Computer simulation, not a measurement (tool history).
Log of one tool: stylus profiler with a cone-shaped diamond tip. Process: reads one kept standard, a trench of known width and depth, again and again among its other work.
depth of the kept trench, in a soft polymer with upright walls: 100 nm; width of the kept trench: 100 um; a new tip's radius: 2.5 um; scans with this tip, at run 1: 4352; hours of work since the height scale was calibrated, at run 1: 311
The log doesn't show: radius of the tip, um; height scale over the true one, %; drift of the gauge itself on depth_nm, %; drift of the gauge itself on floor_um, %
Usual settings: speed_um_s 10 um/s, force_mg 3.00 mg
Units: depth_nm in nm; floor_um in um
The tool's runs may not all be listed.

| run | hour | speed_um_s | force_mg | scans with this tip | hours of work since the height scale was calibrated | depth_nm | floor_um |
|---|---|---|---|---|---|---|---|
| 1 | 0.0 | 10 | 3.00 | 4352 | 311 | 102.03 | 98.42 |
| 2 | 9.8 | 10 | 3.00 | 4424 | 316 | 101.90 | 98.42 |
| 3 | 22.3 | 10 | 2.21 | 4516 | 323 | 101.43 | 98.43 |
| 4 | 36.2 | 10 | 3.00 | 4619 | 330 | 101.86 | 98.44 |
| 5 | 48.4 | 10 | 1.73 | 4710 | 337 | 101.23 | 98.43 |
| 6 | 62.2 | 10 | 3.00 | 4811 | 344 | 102.02 | 98.37 |
| 7 | 75.5 | 10 | 3.00 | 4910 | 351 | 101.95 | 98.38 |
| 8 | 90.9 | 10 | 3.00 | 5023 | 359 | 101.83 | 98.37 |
| 9 | 103.3 | 10 | 3.00 | 5115 | 366 | 101.89 | 98.46 |
| 10 | 114.7 | 10 | 3.00 | 5199 | 372 | 101.86 | 98.38 |
| 11 | 127.0 | 10 | 3.00 | 5290 | 378 | 101.75 | 98.41 |
| 12 | 133.8 | 10 | 4.31 | 5340 | 382 | 102.53 | 98.38 |
| 13 | 145.1 | 10 | 4.31 | 5423 | 388 | 102.46 | 98.34 |
| 14 | 161.3 | 10 | 4.31 | 5543 | 396 | 102.49 | 98.39 |
| 15 | 173.9 | 11 | 3.00 | 5636 | 403 | 101.80 | 98.38 |
| 16 | 183.9 | 11 | 3.00 | 5710 | 408 | 101.86 | 98.39 |
| 17 | 195.7 | 11 | 3.00 | 5797 | 414 | 101.77 | 98.26 |
| 18 | 206.0 | 11 | 3.00 | 5873 | 420 | 101.97 | 98.40 |
| 19 | 220.0 | 11 | 3.00 | 5976 | 427 | 101.81 | 98.30 |
| 20 | 235.8 | 14 | 2.82 | 6093 | 436 | 101.79 | 98.41 |
| 21 | 244.2 | 11 | 2.87 | 6156 | 440 | 101.68 | 98.35 |
| 22 | 259.3 | 11 | 2.87 | 6267 | 448 | 101.81 | 98.39 |
| 23 | 273.4 | 4 | 2.21 | 6371 | 455 | 101.63 | 98.33 |
| 24 | 284.6 | 4 | 2.21 | 6454 | 461 | 101.42 | 98.40 |
| 25 | 295.1 | 10 | 3.00 | 6531 | 467 | 101.87 | 98.33 |
| 26 | 310.0 | 10 | 3.00 | 6642 | 475 | 101.81 | 98.34 |
| 27 | 325.3 | 10 | 3.00 | 6755 | 483 | 101.80 | 98.34 |
| 28 | 341.6 | 10 | 3.00 | 6875 | 491 | 101.87 | 98.30 |
| 29 | 353.0 | 3 | 6.25 | 6959 | 497 | 103.14 | 98.35 |
| 30 | 362.7 | 3 | 6.25 | 7031 | 503 | 103.07 | 98.29 |
| 31 | 377.1 | 15 | 1.64 | 7137 | 510 | 101.19 | 98.27 |
| 32 | 388.6 | 33 | 1.10 | 7222 | 516 | 100.82 | 98.23 |
| 33 | 402.9 | 37 | 1.12 | 7328 | 524 | 100.90 | 98.29 |
| 34 | 413.2 | 37 | 1.12 | 7404 | 529 | 100.90 | 98.17 |
| 35 | 420.1 | 2 | 1.44 | 7454 | 533 | 101.08 | 98.32 |
| 36 | 435.2 | 3 | 1.41 | 7566 | 541 | 101.00 | 98.34 |

Forecast each of these 3 alternatives for the next run:
| A | 449.8 | 4 | 3.00 | 7674 | 549 | ? | ? |
| B | 449.8 | 25 | 1.25 | 7674 | 549 | ? | ? |
| C | 449.8 | 15 | 2.68 | 7674 | 549 | ? | ? |

| run | depth_nm | floor_um |
|---|---|---|
| A | 101.88 | 98.36 |
| B | 101.02 | 98.30 |
| C | 101.77 | 98.26 |
Without the tool's hidden state the same runs would have given:
| run | depth_nm | floor_um |
|---|---|---|
| A | 102.01 | 98.64 |
| B | 101.15 | 98.58 |
| C | 101.91 | 98.54 |

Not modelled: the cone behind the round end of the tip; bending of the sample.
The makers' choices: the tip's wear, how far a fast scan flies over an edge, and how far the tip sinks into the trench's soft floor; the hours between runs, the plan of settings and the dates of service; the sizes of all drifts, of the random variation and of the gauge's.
